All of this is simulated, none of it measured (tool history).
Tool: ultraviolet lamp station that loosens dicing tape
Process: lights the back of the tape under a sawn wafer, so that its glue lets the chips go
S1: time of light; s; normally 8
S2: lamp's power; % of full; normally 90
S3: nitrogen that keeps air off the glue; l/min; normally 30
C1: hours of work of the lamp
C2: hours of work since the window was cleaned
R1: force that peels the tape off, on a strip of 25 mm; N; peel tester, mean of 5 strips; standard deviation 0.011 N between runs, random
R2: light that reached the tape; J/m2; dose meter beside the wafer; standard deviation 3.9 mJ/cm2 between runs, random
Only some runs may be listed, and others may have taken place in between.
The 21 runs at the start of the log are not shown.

run 22 hour=1192.1 | S1=11 S2=90 S3=30 | C1=127 C2=352 | R1=0.318 R2=8620
run 23 hour=1268.9 | S1=11 S2=75 S3=57 | C1=167 C2=392 | R1=0.321 R2=7000
run 24 hour=1342.1 | S1=8 S2=90 S3=11 | C1=205 C2=430 | R1=1.229 R2=6120
run 25 hour=1379.5 | S1=12 S2=80 S3=59 | C1=224 C2=449 | R1=0.274 R2=8080
run 26 hour=1451.1 | S1=5 S2=67 S3=15 | C1=261 C2=486 | R1=3.416 R2=2740
run 27 hour=1484.4 | S1=8 S2=81 S3=30 | C1=279 C2=503 | R1=0.755 R2=5330
run 28 hour=1540.6 | S1=15 S2=81 S3=30 | C1=308 C2=532 | R1=0.267 R2=9940
run 29 hour=1609.4 | S1=5 S2=95 S3=35 | C1=343 C2=568 | R1=1.326 R2=3860
run 30 hour=1678 | S1=5 S2=95 S3=35 | C1=379 C2=604 | R1=1.353 R2=3810
run 31 hour=1723.1 | S1=5 S2=95 S3=35 | C1=402 C2=627 | R1=1.378 R2=3780
-- hour=1747.5 window cleaned of glue's vapour
run 32 hour=1786.3 | S1=5 S2=95 S3=35 | C1=435 C2=20 | R1=1.328 R2=3880
run 33 hour=1852.5 | S1=5 S2=95 S3=35 | C1=469 C2=54 | R1=1.36 R2=3810
run 34 hour=1910.4 | S1=4 S2=63 S3=12 | C1=499 C2=84 | R1=5.251 R2=2040

3 options for the next run, each taken on its own from the tool as it stands now. Forecast them:
run A hour=1969.7 | S1=4 S2=62 S3=10 | C1=530 C2=115 | R1=? R2=?
run B hour=1969.7 | S1=6 S2=90 S3=28 | C1=530 C2=115 | R1=? R2=?
run C hour=1969.7 | S1=4 S2=80 S3=33 | C1=530 C2=115 | R1=? R2=?

run=A R1=5.404 R2=2020
run=B R1=1.244 R2=4270
run=C R1=2.839 R2=2620
With the hidden condition removed and each run's random variation left untouched, the same runs would have given:
run=A R1=4.796 R2=2340
run=B R1=0.916 R2=4960
run=C R1=2.276 R2=3030
